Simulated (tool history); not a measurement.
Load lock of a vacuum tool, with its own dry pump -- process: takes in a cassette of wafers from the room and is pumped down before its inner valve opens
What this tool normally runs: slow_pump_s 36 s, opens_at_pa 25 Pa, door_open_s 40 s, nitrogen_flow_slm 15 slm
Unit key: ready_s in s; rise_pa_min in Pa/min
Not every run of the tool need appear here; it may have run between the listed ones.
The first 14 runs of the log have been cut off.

run      day  slow_pump_s  opens_at_pa  door_open_s  nitrogen_flow_slm  hours that the pump has run since its overhaul  times that the door has closed on its seal  incoming humidity of the room's air, %  ready_s  rise_pa_min
 15   45.733           36           25          139                 15                                            4822                                        9694                                    44.7     77.3        0.162
 16   49.417           36           25          139                 15                                            4910                                       10044                                    47.7     77.2        0.176
 17   52.538           36           25          139                 15                                            4985                                       10341                                    47.1     77.9        0.175
 18   55.412           29           25           53                 32                                            5054                                       10615                                    41.9     70.7        0.138
 19   60.579           50           40           30                 18                                            5178                                       11106                                    43.5     84.6        0.143
 20     63.7           50           21           30                 18                                            5253                                       11403                                    45.1     89.3        0.152
 21     68.8           25           22           40                 15                                            5375                                       11889                                    45.9     69.9        0.164
 22   73.833           25           22           40                 15                                            5496                                       12368                                    47.6     69.8        0.179
 23   78.583           25           22           40                 15                                            5610                                       12820                                    47.3     69.6        0.178
 24   81.925           22           25           83                 15                                            5690                                       13138                                    45.9     66.4        0.196
 25   85.171           43           25           83                 15                                            5768                                       13446                                    42.4     84.4        0.208
 26   87.367           36           25           40                 38                                            5821                                       13655                                      41     78.2        0.183
 27   91.883           36           25           40                 38                                            5929                                       14085                                    43.9       77        0.192
 28   96.292           36           25           31                 15                                            6035                                       14505                                    44.7     76.9        0.205
 29  100.925           36           25           63                 21                                            6146                                       14945                                    46.8     78.3         0.23
 30   105.15           44           19           58                 21                                            6248                                       15347                                    43.1     86.3        0.227
 31  109.271           36           25           29                  5                                            6347                                       15739                                    47.2     78.5        0.239

Forecast each of these 3 alternatives for the next run:
  A  113.833           20           25           40                 25                                            6456                                       16174                                    45.6        ?            ?
  B  113.833           36           38           29                  5                                            6456                                       16174                                    46.4        ?            ?
  C  113.833           36           25           41                  5                                            6456                                       16174                                    42.6        ?            ?

run  ready_s  rise_pa_min
  A     64.5        0.238
  B     74.4        0.253
  C       77        0.255
What these runs would have given with no unlogged condition in the tool:
run  ready_s  rise_pa_min
  A       62        0.021
  B     72.2        0.037
  C     74.7        0.043
